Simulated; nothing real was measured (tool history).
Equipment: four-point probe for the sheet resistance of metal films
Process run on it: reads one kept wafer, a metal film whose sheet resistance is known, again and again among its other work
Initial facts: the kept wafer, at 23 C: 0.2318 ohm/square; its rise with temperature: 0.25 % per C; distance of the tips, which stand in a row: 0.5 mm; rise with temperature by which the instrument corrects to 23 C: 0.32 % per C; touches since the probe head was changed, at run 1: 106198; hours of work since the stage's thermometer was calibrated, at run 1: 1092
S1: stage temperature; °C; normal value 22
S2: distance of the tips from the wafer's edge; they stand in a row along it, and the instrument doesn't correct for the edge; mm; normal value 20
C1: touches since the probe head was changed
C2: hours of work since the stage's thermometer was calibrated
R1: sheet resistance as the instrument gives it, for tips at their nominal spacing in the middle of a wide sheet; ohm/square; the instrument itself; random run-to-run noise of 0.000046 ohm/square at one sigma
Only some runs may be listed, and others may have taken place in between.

Run 1, hour 0.0: usual settings; C1 106198; C2 1092. Result: R1 0.231711 ohm/square.
Run 2, hour 84.5: usual settings; C1 110798; C2 1153. Result: R1 0.231598 ohm/square.
Run 3, hour 164.8: usual settings; C1 115172; C2 1211. Result: R1 0.231574 ohm/square.
Run 4, hour 232.3: usual settings; C1 118847; C2 1259. Result: R1 0.231498 ohm/square.
Run 5, hour 288.1: usual settings but S2 25 mm; C1 121885; C2 1299. Result: R1 0.231442 ohm/square.
Run 6, hour 392.5: usual settings but S2 32 mm; C1 127569; C2 1375. Result: R1 0.231406 ohm/square.
Run 7, hour 449.6: usual settings but S2 35 mm; C1 130678; C2 1416. Result: R1 0.231375 ohm/square.
Run 8, hour 551.5: usual settings but S2 35 mm; C1 136229; C2 1489. Result: R1 0.231212 ohm/square.
Run 9, hour 634.8: usual settings but S2 3 mm; C1 140763; C2 1549. Result: R1 0.234586 ohm/square.
Run 10, hour 724.2: usual settings but S2 3 mm; C1 145635; C2 1613. Result: R1 0.234434 ohm/square.
Run 11, hour 798.7: usual settings but S2 3 mm; C1 149688; C2 1667. Result: R1 0.234386 ohm/square.
Run 12, hour 871.2: usual settings but S2 5 mm; C1 153640; C2 1719. Result: R1 0.232146 ohm/square.
At hour 929.8: new probe head fitted.
Run 13, hour 945.2: usual settings but S2 10 mm; C1 839; C2 1772. Result: R1 0.232074 ohm/square.
Run 14, hour 1000.8: usual settings but S2 10 mm; C1 3864; C2 1812. Result: R1 0.232043 ohm/square.
Run 15, hour 1093.7: usual settings but S2 10 mm; C1 8922; C2 1879. Result: R1 0.231897 ohm/square.
Run 16, hour 1140.3: usual settings but S1 19 °C, S2 10 mm; C1 11460; C2 1912. Result: R1 0.232437 ohm/square.
Run 17, hour 1229.7: usual settings but S1 30 °C, S2 12 mm; C1 16331; C2 1977. Result: R1 0.230677 ohm/square.
Run 18, hour 1303.9: usual settings but S1 30 °C, S2 12 mm; C1 20368; C2 2030. Result: R1 0.230550 ohm/square.
Run 19, hour 1400.9: usual settings but S1 21 °C, S2 26 mm; C1 25652; C2 2100. Result: R1 0.231595 ohm/square.
Run 20, hour 1455.5: usual settings but S1 20 °C, S2 8 mm; C1 28621; C2 2139. Result: R1 0.232120 ohm/square.
Run 21, hour 1527.6: usual settings but S2 16 mm; C1 32549; C2 2191. Result: R1 0.231446 ohm/square.
Run 22, hour 1608.9: usual settings but S2 16 mm; C1 36975; C2 2249. Result: R1 0.231436 ohm/square.
Run 23, hour 1655.9: usual settings but S1 24 °C, S2 30 mm; C1 39537; C2 2283. Result: R1 0.230926 ohm/square.
At hour 1690.4: stage's thermometer calibrated.
Run 24, hour 1724.0: usual settings but S1 19 °C, S2 54 mm; C1 43214; C2 24. Result: R1 0.231915 ohm/square.
Run 25, hour 1813.9: usual settings but S1 19 °C, S2 6 mm; C1 48114; C2 89. Result: R1 0.232760 ohm/square.
Run 26, hour 1905.7: usual settings but S1 19 °C, S2 6 mm; C1 53113; C2 155. Result: R1 0.232650 ohm/square.
Run 27, hour 1972.6: usual settings but S1 23 °C, S2 7 mm; C1 56752; C2 203. Result: R1 0.231789 ohm/square.
Run 28, hour 2026.4: usual settings but S1 23 °C, S2 7 mm; C1 59682; C2 242. Result: R1 0.231757 ohm/square.
Run 29, hour 2103.0: usual settings but S1 23 °C, S2 14 mm; C1 63853; C2 297. Result: R1 0.231246 ohm/square.

4 options for the next run, each taken on its own from the tool as it stands now. Forecast them:
Run A, hour 2205.8: usual settings but S2 8 mm; C1 69450; C2 371. Result: R1 ?.
Run B, hour 2205.8: usual settings but S1 24 °C, S2 5 mm; C1 69450; C2 371. Result: R1 ?.
Run C, hour 2205.8: usual settings but S1 18 °C, S2 7 mm; C1 69450; C2 371. Result: R1 ?.
Run D, hour 2205.8: usual settings but S1 30 °C, S2 67 mm; C1 69450; C2 371. Result: R1 ?.

run        R1
  A  0.231580
  B  0.232066
  C  0.232372
  D  0.229823
With no hidden state in the tool, these same runs would have given:
run        R1
  A  0.232449
  B  0.232937
  C  0.233245
  D  0.230685

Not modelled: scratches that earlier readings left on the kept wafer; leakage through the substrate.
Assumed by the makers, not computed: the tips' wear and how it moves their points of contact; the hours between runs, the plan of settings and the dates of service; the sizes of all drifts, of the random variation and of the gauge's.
